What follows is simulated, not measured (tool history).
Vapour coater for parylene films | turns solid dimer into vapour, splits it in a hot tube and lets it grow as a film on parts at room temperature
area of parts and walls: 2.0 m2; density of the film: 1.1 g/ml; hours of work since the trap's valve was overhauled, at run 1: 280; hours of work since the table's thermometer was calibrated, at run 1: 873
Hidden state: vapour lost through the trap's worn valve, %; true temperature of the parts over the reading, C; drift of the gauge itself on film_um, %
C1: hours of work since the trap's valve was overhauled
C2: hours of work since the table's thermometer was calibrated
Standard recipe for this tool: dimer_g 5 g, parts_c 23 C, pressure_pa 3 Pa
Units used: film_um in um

{"run": 1, "hour": 0.0, "dimer_g": 5, "parts_c": 23, "pressure_pa": 3, "C1": 280, "C2": 873, "film_um": 1.56}
{"run": 2, "hour": 41.8, "dimer_g": 5, "parts_c": 23, "pressure_pa": 3, "C1": 311, "C2": 904, "film_um": 1.56}
{"run": 3, "hour": 119.3, "dimer_g": 5, "parts_c": 23, "pressure_pa": 3, "C1": 368, "C2": 961, "film_um": 1.55}
{"run": 4, "hour": 205.5, "dimer_g": 5, "parts_c": 23, "pressure_pa": 3, "C1": 432, "C2": 1025, "film_um": 1.52}
{"run": 5, "hour": 266.1, "dimer_g": 5, "parts_c": 23, "pressure_pa": 3, "C1": 477, "C2": 1070, "film_um": 1.51}
{"run": 6, "hour": 341.4, "dimer_g": 5, "parts_c": 23, "pressure_pa": 3, "C1": 532, "C2": 1125, "film_um": 1.51}
{"run": 7, "hour": 428.6, "dimer_g": 5, "parts_c": 23, "pressure_pa": 3, "C1": 597, "C2": 1190, "film_um": 1.49}
{"hour": 439.1, "done": "trap's valve overhauled"}
{"run": 8, "hour": 516.9, "dimer_g": 5, "parts_c": 23, "pressure_pa": 3, "C1": 57, "C2": 1252, "film_um": 1.42}
{"hour": 573.0, "done": "table's thermometer calibrated"}
{"run": 9, "hour": 577.0, "dimer_g": 5, "parts_c": 29, "pressure_pa": 3, "C1": 101, "C2": 3, "film_um": 1.26}
{"run": 10, "hour": 651.8, "dimer_g": 5, "parts_c": 29, "pressure_pa": 3, "C1": 156, "C2": 58, "film_um": 1.28}
{"run": 11, "hour": 695.7, "dimer_g": 5, "parts_c": 29, "pressure_pa": 3, "C1": 189, "C2": 91, "film_um": 1.24}
{"run": 12, "hour": 769.5, "dimer_g": 5, "parts_c": 29, "pressure_pa": 3, "C1": 243, "C2": 145, "film_um": 1.2}
{"run": 13, "hour": 811.4, "dimer_g": 5, "parts_c": 29, "pressure_pa": 3, "C1": 274, "C2": 176, "film_um": 1.21}
{"hour": 871.5, "done": "trap's valve overhauled, once more"}
{"run": 14, "hour": 871.5, "dimer_g": 7, "parts_c": 23, "pressure_pa": 3, "C1": 0, "C2": 218, "film_um": 2.38}
{"run": 15, "hour": 920.3, "dimer_g": 7, "parts_c": 23, "pressure_pa": 3, "C1": 36, "C2": 254, "film_um": 2.36}
{"run": 16, "hour": 959.7, "dimer_g": 7, "parts_c": 23, "pressure_pa": 3, "C1": 65, "C2": 283, "film_um": 2.35}
{"run": 17, "hour": 1021.2, "dimer_g": 5, "parts_c": 23, "pressure_pa": 3, "C1": 111, "C2": 328, "film_um": 1.66}
{"run": 18, "hour": 1090.6, "dimer_g": 5, "parts_c": 23, "pressure_pa": 3, "C1": 162, "C2": 380, "film_um": 1.64}
{"run": 19, "hour": 1133.5, "dimer_g": 5, "parts_c": 23, "pressure_pa": 3, "C1": 194, "C2": 411, "film_um": 1.63}
{"run": 20, "hour": 1185.3, "dimer_g": 5, "parts_c": 23, "pressure_pa": 3, "C1": 232, "C2": 450, "film_um": 1.64}
{"run": 21, "hour": 1236.3, "dimer_g": 2, "parts_c": 23, "pressure_pa": 3, "C1": 270, "C2": 487, "film_um": 0.67}
{"run": 22, "hour": 1323.4, "dimer_g": 2, "parts_c": 23, "pressure_pa": 3, "C1": 334, "C2": 552, "film_um": 0.62}
{"run": 23, "hour": 1388.4, "dimer_g": 2, "parts_c": 23, "pressure_pa": 3, "C1": 382, "C2": 600, "film_um": 0.62}
{"run": 24, "hour": 1437.2, "dimer_g": 2, "parts_c": 23, "pressure_pa": 3, "C1": 418, "C2": 636, "film_um": 0.62}
{"run": 25, "hour": 1524.6, "dimer_g": 9, "parts_c": 31, "pressure_pa": 2.79, "C1": 483, "C2": 700, "film_um": 2.31}
{"run": 26, "hour": 1610.2, "dimer_g": 4, "parts_c": 17, "pressure_pa": 4.52, "C1": 546, "C2": 764, "film_um": 1.32}
{"hour": 1690.7, "done": "trap's valve overhauled"}
{"run": 27, "hour": 1703.1, "dimer_g": 8, "parts_c": 25, "pressure_pa": 5.7, "C1": 9, "C2": 829, "film_um": 2.22}

Estimate the outcome of run 28 from the log above:
{"run": 28, "hour": 1746.7, "dimer_g": 8, "parts_c": 17, "pressure_pa": 10.79, "C1": 41, "C2": 862, "film_um": "?"}

film_um: 2.43 um
Take away the tool's hidden state, keep the run-to-run variation as it was, and the same run would have given film_um 2.51 um.
